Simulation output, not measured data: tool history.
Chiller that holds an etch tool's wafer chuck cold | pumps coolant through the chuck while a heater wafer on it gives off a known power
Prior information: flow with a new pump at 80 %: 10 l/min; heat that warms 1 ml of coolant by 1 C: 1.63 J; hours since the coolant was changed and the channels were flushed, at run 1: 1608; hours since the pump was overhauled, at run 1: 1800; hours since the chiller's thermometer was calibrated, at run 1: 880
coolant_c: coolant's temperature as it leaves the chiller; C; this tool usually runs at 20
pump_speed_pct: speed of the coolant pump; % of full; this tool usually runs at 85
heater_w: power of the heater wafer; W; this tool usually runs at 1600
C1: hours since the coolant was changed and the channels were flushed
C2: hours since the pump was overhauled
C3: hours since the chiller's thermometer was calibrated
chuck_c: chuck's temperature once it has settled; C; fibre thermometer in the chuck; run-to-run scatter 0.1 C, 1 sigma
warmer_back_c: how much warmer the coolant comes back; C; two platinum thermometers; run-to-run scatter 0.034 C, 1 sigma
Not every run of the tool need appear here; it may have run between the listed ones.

run 1 hour=0 | coolant_c=20 pump_speed_pct=85 heater_w=1600 | C1=1608 C2=1800 C3=880 | chuck_c=31.7 warmer_back_c=6.06
run 2 hour=126.9 | coolant_c=20 pump_speed_pct=85 heater_w=1600 | C1=1735 C2=1927 C3=1007 | chuck_c=32 warmer_back_c=5.99
run 3 hour=283.4 | coolant_c=20 pump_speed_pct=85 heater_w=1600 | C1=1891 C2=2084 C3=1164 | chuck_c=31.9 warmer_back_c=6.03
run 4 hour=398.5 | coolant_c=20 pump_speed_pct=85 heater_w=1600 | C1=2007 C2=2199 C3=1279 | chuck_c=32.2 warmer_back_c=6.12
run 5 hour=599.5 | coolant_c=20 pump_speed_pct=85 heater_w=1600 | C1=2208 C2=2400 C3=1480 | chuck_c=32.3 warmer_back_c=6.15
run 6 hour=741.6 | coolant_c=20 pump_speed_pct=85 heater_w=1600 | C1=2350 C2=2542 C3=1622 | chuck_c=32.3 warmer_back_c=6.21
run 7 hour=908.7 | coolant_c=20 pump_speed_pct=85 heater_w=1600 | C1=2517 C2=2709 C3=1789 | chuck_c=32.6 warmer_back_c=6.22
run 8 hour=1084.1 | coolant_c=14 pump_speed_pct=85 heater_w=1600 | C1=2692 C2=2884 C3=1964 | chuck_c=26.7 warmer_back_c=6.2
run 9 hour=1212.4 | coolant_c=14 pump_speed_pct=85 heater_w=1600 | C1=2820 C2=3013 C3=2093 | chuck_c=26.8 warmer_back_c=6.26
run 10 hour=1313.6 | coolant_c=14 pump_speed_pct=85 heater_w=1600 | C1=2922 C2=3114 C3=2194 | chuck_c=26.9 warmer_back_c=6.28
run 11 hour=1454.9 | coolant_c=14 pump_speed_pct=85 heater_w=1600 | C1=3063 C2=3255 C3=2335 | chuck_c=26.8 warmer_back_c=6.36
run 12 hour=1636.1 | coolant_c=20 pump_speed_pct=85 heater_w=1600 | C1=3244 C2=3436 C3=2516 | chuck_c=33 warmer_back_c=6.37
run 13 hour=1728.2 | coolant_c=20 pump_speed_pct=85 heater_w=1600 | C1=3336 C2=3528 C3=2608 | chuck_c=33.3 warmer_back_c=6.47
-- hour=1773.9 coolant changed, channels flushed
run 14 hour=1924.5 | coolant_c=20 pump_speed_pct=83 heater_w=1600 | C1=151 C2=3719 C3=2799 | chuck_c=32.7 warmer_back_c=6.65
run 15 hour=2098.2 | coolant_c=20 pump_speed_pct=83 heater_w=1600 | C1=324 C2=3892 C3=2972 | chuck_c=32.8 warmer_back_c=6.64
run 16 hour=2257.2 | coolant_c=19 pump_speed_pct=85 heater_w=1600 | C1=483 C2=4051 C3=3132 | chuck_c=31.6 warmer_back_c=6.58
run 17 hour=2425 | coolant_c=20 pump_speed_pct=84 heater_w=2265 | C1=651 C2=4219 C3=3299 | chuck_c=38.2 warmer_back_c=9.45
run 18 hour=2574.7 | coolant_c=11 pump_speed_pct=84 heater_w=1216 | C1=801 C2=4369 C3=3449 | chuck_c=21.1 warmer_back_c=5.14
run 19 hour=2666.6 | coolant_c=11 pump_speed_pct=84 heater_w=1216 | C1=893 C2=4461 C3=3541 | chuck_c=21.1 warmer_back_c=5.16
run 20 hour=2796.3 | coolant_c=20 pump_speed_pct=90 heater_w=1638 | C1=1022 C2=4590 C3=3671 | chuck_c=32.9 warmer_back_c=6.53
run 21 hour=3003.4 | coolant_c=20 pump_speed_pct=90 heater_w=1638 | C1=1230 C2=4798 C3=3878 | chuck_c=33.1 warmer_back_c=6.52
run 22 hour=3096.9 | coolant_c=10 pump_speed_pct=85 heater_w=1600 | C1=1323 C2=4891 C3=3971 | chuck_c=23.5 warmer_back_c=6.79
run 23 hour=3260.8 | coolant_c=10 pump_speed_pct=85 heater_w=1600 | C1=1487 C2=5055 C3=4135 | chuck_c=23.5 warmer_back_c=6.85
run 24 hour=3359.9 | coolant_c=10 pump_speed_pct=85 heater_w=1600 | C1=1586 C2=5154 C3=4234 | chuck_c=23.6 warmer_back_c=6.91
run 25 hour=3457.1 | coolant_c=10 pump_speed_pct=85 heater_w=1600 | C1=1683 C2=5251 C3=4331 | chuck_c=23.8 warmer_back_c=6.89

Consider 3 possible next runs. They are alternatives, not a sequence: every one starts from the tool as it was left by run 25. What does each give?
run A hour=3567.4 | coolant_c=10 pump_speed_pct=96 heater_w=1505 | C1=1793 C2=5362 C3=4442 | chuck_c=? warmer_back_c=?
run B hour=3567.4 | coolant_c=10 pump_speed_pct=66 heater_w=2234 | C1=1793 C2=5362 C3=4442 | chuck_c=? warmer_back_c=?
run C hour=3567.4 | coolant_c=10 pump_speed_pct=85 heater_w=877 | C1=1793 C2=5362 C3=4442 | chuck_c=? warmer_back_c=?

run=A chuck_c=21.9 warmer_back_c=5.73
run=B chuck_c=33.3 warmer_back_c=12.62
run=C chuck_c=18.1 warmer_back_c=3.79
Take away the tool's hidden state, keep each run's random variation, and the runs would have read:
run=A chuck_c=18.9 warmer_back_c=4.54
run=B chuck_c=27.8 warmer_back_c=10.01
run=C chuck_c=15.9 warmer_back_c=3
